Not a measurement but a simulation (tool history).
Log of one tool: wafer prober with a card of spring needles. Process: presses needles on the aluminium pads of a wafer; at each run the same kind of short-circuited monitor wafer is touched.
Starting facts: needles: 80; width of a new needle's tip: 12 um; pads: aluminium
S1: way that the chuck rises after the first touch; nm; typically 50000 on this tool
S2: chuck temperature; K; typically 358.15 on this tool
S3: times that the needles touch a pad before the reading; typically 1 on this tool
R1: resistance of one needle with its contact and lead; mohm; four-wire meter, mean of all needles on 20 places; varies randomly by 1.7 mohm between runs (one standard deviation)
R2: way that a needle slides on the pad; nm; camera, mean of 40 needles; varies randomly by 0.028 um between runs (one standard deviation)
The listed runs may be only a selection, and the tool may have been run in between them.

{"run": 1, "hour": 0.0, "S1": 50000, "S2": 358.15, "S3": 1, "R1": 192, "R2": 11800}
{"run": 2, "hour": 63.4, "S1": 47000, "S2": 358.15, "S3": 1, "R1": 191, "R2": 11060}
{"run": 3, "hour": 108.4, "S1": 47000, "S2": 358.15, "S3": 1, "R1": 216, "R2": 11110}
{"run": 4, "hour": 159.1, "S1": 50000, "S2": 358.15, "S3": 1, "R1": 177, "R2": 11660}
{"run": 5, "hour": 204.0, "S1": 50000, "S2": 358.15, "S3": 1, "R1": 208, "R2": 11630}
{"run": 6, "hour": 250.4, "S1": 50000, "S2": 358.15, "S3": 3, "R1": 191, "R2": 11630}
{"run": 7, "hour": 301.9, "S1": 50000, "S2": 312.15, "S3": 3, "R1": 178, "R2": 11830}
{"run": 8, "hour": 357.9, "S1": 50000, "S2": 366.15, "S3": 3, "R1": 178, "R2": 11840}
{"run": 9, "hour": 420.1, "S1": 52000, "S2": 359.15, "S3": 2, "R1": 207, "R2": 12280}
{"run": 10, "hour": 461.8, "S1": 52000, "S2": 359.15, "S3": 2, "R1": 190, "R2": 12230}
{"run": 11, "hour": 508.3, "S1": 50000, "S2": 299.15, "S3": 1, "R1": 206, "R2": 11730}

Put back what was entered between runs (16 entries, withheld): which listed runs does each sit between, and how does the hidden state differ from the listed run before to the listed run after?
Runs 1 to 2: tips cleaned on abrasive film (hour 26.5); tips cleaned on abrasive film (hour 59.7)
  debris on the tips, nm: 33 -> 27.5; way that the needles fall short of the set height, um: 0.19 -> 0.4; tips' diameter, um: 13.64 -> 13.72
  measured minus no-state result, R1: +16 -> +16 mohm; R2: -40 -> -90 nm
Runs 2 to 3: tips cleaned on abrasive film (hour 91.1)
  debris on the tips, nm: 27.5 -> 75.3; way that the needles fall short of the set height, um: 0.4 -> 0.5; tips' diameter, um: 13.72 -> 13.75
  measured minus no-state result, R1: +16 -> +42 mohm; R2: -90 -> -120 nm
Runs 3 to 4: tips cleaned on abrasive film (hour 127.3); tips cleaned on abrasive film (hour 159.0)
  debris on the tips, nm: 75.3 -> 6.7; way that the needles fall short of the set height, um: 0.5 -> 0.69; tips' diameter, um: 13.75 -> 13.82
  measured minus no-state result, R1: +42 -> +4 mohm; R2: -120 -> -160 nm
Runs 4 to 5: tips cleaned on abrasive film (hour 191.5)
  debris on the tips, nm: 6.7 -> 64.5; way that the needles fall short of the set height, um: 0.69 -> 0.8; tips' diameter, um: 13.82 -> 13.86
  measured minus no-state result, R1: +4 -> +33 mohm; R2: -160 -> -190 nm
Runs 5 to 6: tips cleaned on abrasive film (hour 226.6)
  debris on the tips, nm: 64.5 -> 94.5; way that the needles fall short of the set height, um: 0.8 -> 0.9; tips' diameter, um: 13.86 -> 13.89
  measured minus no-state result, R1: +33 -> +18 mohm; R2: -190 -> -220 nm
Runs 6 to 7: tips cleaned on abrasive film (hour 260.2); height of the first contact set anew (hour 266.1); tips cleaned on abrasive film (hour 293.6)
  debris on the tips, nm: 94.5 -> 55.5; way that the needles fall short of the set height, um: 0.9 -> 0.08; tips' diameter, um: 13.89 -> 13.95
  measured minus no-state result, R1: +18 -> +11 mohm; R2: -220 -> -20 nm
Runs 7 to 8: tips cleaned on abrasive film (hour 327.0); tips cleaned on abrasive film (hour 357.9)
  debris on the tips, nm: 55.5 -> 6.7; way that the needles fall short of the set height, um: 0.08 -> 0.26; tips' diameter, um: 13.95 -> 14.02
  measured minus no-state result, R1: +11 -> +2 mohm; R2: -20 -> -60 nm
Runs 8 to 9: tips cleaned on abrasive film (hour 391.2)
  debris on the tips, nm: 6.7 -> 109.5; way that the needles fall short of the set height, um: 0.26 -> 0.37; tips' diameter, um: 14.02 -> 14.05
  measured minus no-state result, R1: +2 -> +32 mohm; R2: -60 -> -80 nm
Runs 9 to 10: tips cleaned on abrasive film (hour 423.2); tips cleaned on abrasive film (hour 455.9)
  debris on the tips, nm: 109.5 -> 38.2; way that the needles fall short of the set height, um: 0.37 -> 0.52; tips' diameter, um: 14.05 -> 14.11
  measured minus no-state result, R1: +32 -> +12 mohm; R2: -80 -> -130 nm
Runs 10 to 11: tips cleaned on abrasive film (hour 490.6)
  debris on the tips, nm: 38.2 -> 78.6; way that the needles fall short of the set height, um: 0.52 -> 0.6; tips' diameter, um: 14.11 -> 14.13
  measured minus no-state result, R1: +12 -> +45 mohm; R2: -130 -> -140 nm

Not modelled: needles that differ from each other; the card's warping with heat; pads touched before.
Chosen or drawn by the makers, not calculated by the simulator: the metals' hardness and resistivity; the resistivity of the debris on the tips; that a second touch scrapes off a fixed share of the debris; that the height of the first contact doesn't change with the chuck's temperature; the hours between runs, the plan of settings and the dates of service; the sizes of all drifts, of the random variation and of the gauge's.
